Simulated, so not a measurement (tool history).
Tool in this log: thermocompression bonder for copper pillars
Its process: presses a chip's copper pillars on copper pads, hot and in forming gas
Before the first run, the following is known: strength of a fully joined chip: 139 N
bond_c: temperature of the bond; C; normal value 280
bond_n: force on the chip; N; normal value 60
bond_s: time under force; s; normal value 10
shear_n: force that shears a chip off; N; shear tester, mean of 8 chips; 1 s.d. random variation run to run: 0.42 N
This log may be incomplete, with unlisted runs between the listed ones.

run 1 hour=0.0 | bond_c=280 bond_n=60 bond_s=10 | shear_n=58.1
run 2 hour=12.7 | bond_c=280 bond_n=60 bond_s=10 | shear_n=58.1
run 3 hour=22.1 | bond_c=280 bond_n=60 bond_s=10 | shear_n=58.2
run 4 hour=30.5 | bond_c=280 bond_n=60 bond_s=10 | shear_n=57.8
run 5 hour=41.2 | bond_c=280 bond_n=60 bond_s=12 | shear_n=61.3
run 6 hour=58.2 | bond_c=280 bond_n=60 bond_s=12 | shear_n=61.6
run 7 hour=66.1 | bond_c=280 bond_n=60 bond_s=12 | shear_n=60.8
run 8 hour=75.6 | bond_c=280 bond_n=60 bond_s=12 | shear_n=61.7
run 9 hour=85.2 | bond_c=280 bond_n=60 bond_s=12 | shear_n=61.0
run 10 hour=93.0 | bond_c=280 bond_n=60 bond_s=12 | shear_n=61.0
run 11 hour=109.3 | bond_c=289 bond_n=60 bond_s=10 | shear_n=65.2
run 12 hour=116.6 | bond_c=310 bond_n=60 bond_s=21 | shear_n=100.1
run 13 hour=127.0 | bond_c=310 bond_n=60 bond_s=21 | shear_n=99.5
run 14 hour=142.8 | bond_c=310 bond_n=60 bond_s=21 | shear_n=100.5
run 15 hour=153.3 | bond_c=280 bond_n=60 bond_s=15 | shear_n=65.3

What if the next run were any one of these 5? Each begins from the tool's condition after run 15:
run A hour=169.5 | bond_c=299 bond_n=45 bond_s=19 | shear_n=?
run B hour=169.5 | bond_c=255 bond_n=60 bond_s=24 | shear_n=?
run C hour=169.5 | bond_c=309 bond_n=43 bond_s=14 | shear_n=?
run D hour=169.5 | bond_c=298 bond_n=60 bond_s=10 | shear_n=?
run E hour=169.5 | bond_c=280 bond_n=54 bond_s=27 | shear_n=?

run=A shear_n=72.9
run=B shear_n=52.8
run=C shear_n=72.3
run=D shear_n=72.1
run=E shear_n=73.6
Without the tool's hidden state the same runs would have given:
run=A shear_n=82.5
run=B shear_n=61.1
run=C shear_n=81.7
run=D shear_n=81.6
run=E shear_n=83.7
